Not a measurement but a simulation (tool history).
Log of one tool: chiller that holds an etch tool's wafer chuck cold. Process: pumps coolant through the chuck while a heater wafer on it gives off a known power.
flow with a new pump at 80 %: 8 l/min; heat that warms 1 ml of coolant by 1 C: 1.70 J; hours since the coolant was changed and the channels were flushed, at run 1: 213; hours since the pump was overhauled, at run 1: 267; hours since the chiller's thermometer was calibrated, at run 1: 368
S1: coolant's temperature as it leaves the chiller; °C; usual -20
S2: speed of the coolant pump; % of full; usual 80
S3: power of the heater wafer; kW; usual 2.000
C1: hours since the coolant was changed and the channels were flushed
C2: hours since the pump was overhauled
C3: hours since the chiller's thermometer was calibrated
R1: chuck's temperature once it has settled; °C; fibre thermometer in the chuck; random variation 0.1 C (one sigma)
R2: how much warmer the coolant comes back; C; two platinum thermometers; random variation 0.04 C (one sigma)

{"run": 1, "hour": 0.0, "S1": -20, "S2": 80, "S3": 2.0, "C1": 213, "C2": 267, "C3": 368, "R1": -5.3, "R2": 8.78}
{"run": 2, "hour": 20.2, "S1": -20, "S2": 80, "S3": 2.0, "C1": 233, "C2": 288, "C3": 388, "R1": -5.1, "R2": 8.81}
{"run": 3, "hour": 47.6, "S1": -20, "S2": 80, "S3": 2.0, "C1": 260, "C2": 315, "C3": 415, "R1": -4.9, "R2": 8.86}
{"run": 4, "hour": 76.3, "S1": -20, "S2": 93, "S3": 2.0, "C1": 289, "C2": 344, "C3": 444, "R1": -6.7, "R2": 7.52}
{"run": 5, "hour": 111.3, "S1": -20, "S2": 93, "S3": 2.0, "C1": 324, "C2": 379, "C3": 479, "R1": -6.8, "R2": 7.55}
{"run": 6, "hour": 135.1, "S1": -20, "S2": 93, "S3": 2.0, "C1": 348, "C2": 403, "C3": 503, "R1": -6.7, "R2": 7.47}
{"run": 7, "hour": 172.9, "S1": -20, "S2": 93, "S3": 2.0, "C1": 386, "C2": 440, "C3": 541, "R1": -7.0, "R2": 7.56}
{"run": 8, "hour": 189.8, "S1": -20, "S2": 93, "S3": 2.0, "C1": 402, "C2": 457, "C3": 558, "R1": -6.6, "R2": 7.49}
{"run": 9, "hour": 223.6, "S1": -20, "S2": 93, "S3": 2.0, "C1": 436, "C2": 491, "C3": 591, "R1": -6.7, "R2": 7.49}
{"run": 10, "hour": 258.7, "S1": -20, "S2": 93, "S3": 2.0, "C1": 471, "C2": 526, "C3": 626, "R1": -6.6, "R2": 7.57}
{"run": 11, "hour": 279.6, "S1": -20, "S2": 93, "S3": 2.0, "C1": 492, "C2": 547, "C3": 647, "R1": -6.7, "R2": 7.56}
{"run": 12, "hour": 303.9, "S1": -20, "S2": 93, "S3": 2.0, "C1": 517, "C2": 571, "C3": 672, "R1": -6.4, "R2": 7.44}
{"run": 13, "hour": 332.8, "S1": -20, "S2": 93, "S3": 2.0, "C1": 546, "C2": 600, "C3": 701, "R1": -6.7, "R2": 7.51}
{"run": 14, "hour": 370.4, "S1": -24, "S2": 80, "S3": 2.0, "C1": 583, "C2": 638, "C3": 738, "R1": -9.1, "R2": 8.85}
{"run": 15, "hour": 390.8, "S1": -20, "S2": 80, "S3": 2.0, "C1": 603, "C2": 658, "C3": 759, "R1": -5.1, "R2": 8.81}
{"run": 16, "hour": 414.2, "S1": -20, "S2": 80, "S3": 2.0, "C1": 627, "C2": 682, "C3": 782, "R1": -5.3, "R2": 8.87}
{"run": 17, "hour": 429.7, "S1": -20, "S2": 80, "S3": 2.0, "C1": 642, "C2": 697, "C3": 797, "R1": -5.0, "R2": 8.8}
{"run": 18, "hour": 468.3, "S1": -20, "S2": 84, "S3": 2.0, "C1": 681, "C2": 736, "C3": 836, "R1": -5.6, "R2": 8.4}
{"run": 19, "hour": 487.5, "S1": -13, "S2": 85, "S3": 2.0, "C1": 700, "C2": 755, "C3": 855, "R1": 1.3, "R2": 8.31}
{"run": 20, "hour": 504.4, "S1": -27, "S2": 62, "S3": 2.691, "C1": 717, "C2": 772, "C3": 872, "R1": -2.9, "R2": 15.62}
{"run": 21, "hour": 525.0, "S1": -27, "S2": 69, "S3": 2.691, "C1": 738, "C2": 792, "C3": 893, "R1": -4.6, "R2": 13.91}
{"run": 22, "hour": 563.6, "S1": -21, "S2": 89, "S3": 1.111, "C1": 776, "C2": 831, "C3": 931, "R1": -13.2, "R2": 4.35}
{"run": 23, "hour": 582.5, "S1": -26, "S2": 60, "S3": 2.0, "C1": 795, "C2": 850, "C3": 950, "R1": -7.7, "R2": 11.89}
{"run": 24, "hour": 600.8, "S1": -13, "S2": 79, "S3": 2.988, "C1": 813, "C2": 868, "C3": 968, "R1": 9.4, "R2": 13.38}
{"run": 25, "hour": 633.4, "S1": -24, "S2": 97, "S3": 1.344, "C1": 846, "C2": 901, "C3": 1001, "R1": -15.2, "R2": 4.84}
{"run": 26, "hour": 664.1, "S1": -24, "S2": 80, "S3": 1.239, "C1": 877, "C2": 932, "C3": 1032, "R1": -14.6, "R2": 5.45}
{"run": 27, "hour": 686.2, "S1": -24, "S2": 80, "S3": 1.239, "C1": 899, "C2": 954, "C3": 1054, "R1": -14.6, "R2": 5.4}
{"run": 28, "hour": 721.3, "S1": -18, "S2": 86, "S3": 2.039, "C1": 934, "C2": 989, "C3": 1089, "R1": -3.6, "R2": 8.34}
{"run": 29, "hour": 743.4, "S1": -20, "S2": 97, "S3": 1.41, "C1": 956, "C2": 1011, "C3": 1111, "R1": -10.8, "R2": 5.08}
{"run": 30, "hour": 769.7, "S1": -20, "S2": 79, "S3": 1.41, "C1": 982, "C2": 1037, "C3": 1137, "R1": -9.5, "R2": 6.26}
{"run": 31, "hour": 786.3, "S1": -24, "S2": 94, "S3": 1.045, "C1": 999, "C2": 1054, "C3": 1154, "R1": -16.9, "R2": 3.88}

Forecast each of these 3 alternatives for the next run:
{"run": "A", "hour": 815.1, "S1": -24, "S2": 66, "S3": 1.588, "C1": 1028, "C2": 1083, "C3": 1183, "R1": "?", "R2": "?"}
{"run": "B", "hour": 815.1, "S1": -26, "S2": 75, "S3": 1.877, "C1": 1028, "C2": 1083, "C3": 1183, "R1": "?", "R2": "?"}
{"run": "C", "hour": 815.1, "S1": -24, "S2": 80, "S3": 1.045, "C1": 1028, "C2": 1083, "C3": 1183, "R1": "?", "R2": "?"}

run=A R1=-10.4 R2=8.61
run=B R1=-11.5 R2=8.87
run=C R1=-16.2 R2=4.60
Without the tool's hidden state the same runs would have given:
run=A R1=-10.4 R2=8.61
run=B R1=-11.5 R2=8.87
run=C R1=-16.2 R2=4.60
